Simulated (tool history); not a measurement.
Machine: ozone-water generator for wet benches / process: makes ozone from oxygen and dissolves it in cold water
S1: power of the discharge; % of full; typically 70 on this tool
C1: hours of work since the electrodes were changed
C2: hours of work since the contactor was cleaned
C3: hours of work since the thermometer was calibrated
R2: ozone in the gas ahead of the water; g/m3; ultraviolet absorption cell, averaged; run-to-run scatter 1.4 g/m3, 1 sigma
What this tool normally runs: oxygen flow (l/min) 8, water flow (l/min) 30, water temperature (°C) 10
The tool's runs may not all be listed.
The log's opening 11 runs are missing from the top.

run 12 hour=256 | S1=70 oxygen_flow_(l/min)=8 water_flow_(l/min)=30 water_temperature_(°C)=10 | C1=499 C2=2667 C3=2840 | dissolved_ozone_(ppm)=32.5 R2=253.7
run 13 hour=277.6 | S1=70 oxygen_flow_(l/min)=8 water_flow_(l/min)=42 water_temperature_(°C)=10 | C1=517 C2=2685 C3=2858 | dissolved_ozone_(ppm)=22.5 R2=254.3
run 14 hour=291.5 | S1=70 oxygen_flow_(l/min)=5.99 water_flow_(l/min)=30 water_temperature_(°C)=10 | C1=528 C2=2696 C3=2870 | dissolved_ozone_(ppm)=30.8 R2=293.9
run 15 hour=304.5 | S1=70 oxygen_flow_(l/min)=8 water_flow_(l/min)=30 water_temperature_(°C)=10 | C1=539 C2=2707 C3=2881 | dissolved_ozone_(ppm)=32.4 R2=254.2
run 16 hour=325.7 | S1=70 oxygen_flow_(l/min)=8 water_flow_(l/min)=30 water_temperature_(°C)=10 | C1=557 C2=2725 C3=2898 | dissolved_ozone_(ppm)=32.2 R2=252.5
run 17 hour=343 | S1=70 oxygen_flow_(l/min)=6.62 water_flow_(l/min)=21 water_temperature_(°C)=10 | C1=571 C2=2739 C3=2913 | dissolved_ozone_(ppm)=42.9 R2=279.2
run 18 hour=356.9 | S1=70 oxygen_flow_(l/min)=11.24 water_flow_(l/min)=30 water_temperature_(°C)=10 | C1=583 C2=2751 C3=2925 | dissolved_ozone_(ppm)=32.7 R2=213
run 19 hour=385.8 | S1=70 oxygen_flow_(l/min)=4.04 water_flow_(l/min)=38 water_temperature_(°C)=7 | C1=607 C2=2775 C3=2949 | dissolved_ozone_(ppm)=22.3 R2=352.9

Run 20 has not been measured yet. What should we expect?
run 20 hour=412.9 | S1=41 oxygen_flow_(l/min)=8 water_flow_(l/min)=30 water_temperature_(°C)=8 | C1=630 C2=2798 C3=2971 | dissolved_ozone_(ppm)=? R2=?

dissolved ozone (ppm): 24.9
R2: 191.5 g/m3
With no hidden state in the tool, this same run would have given dissolved ozone (ppm) 24.9, R2 193.9 g/m3.
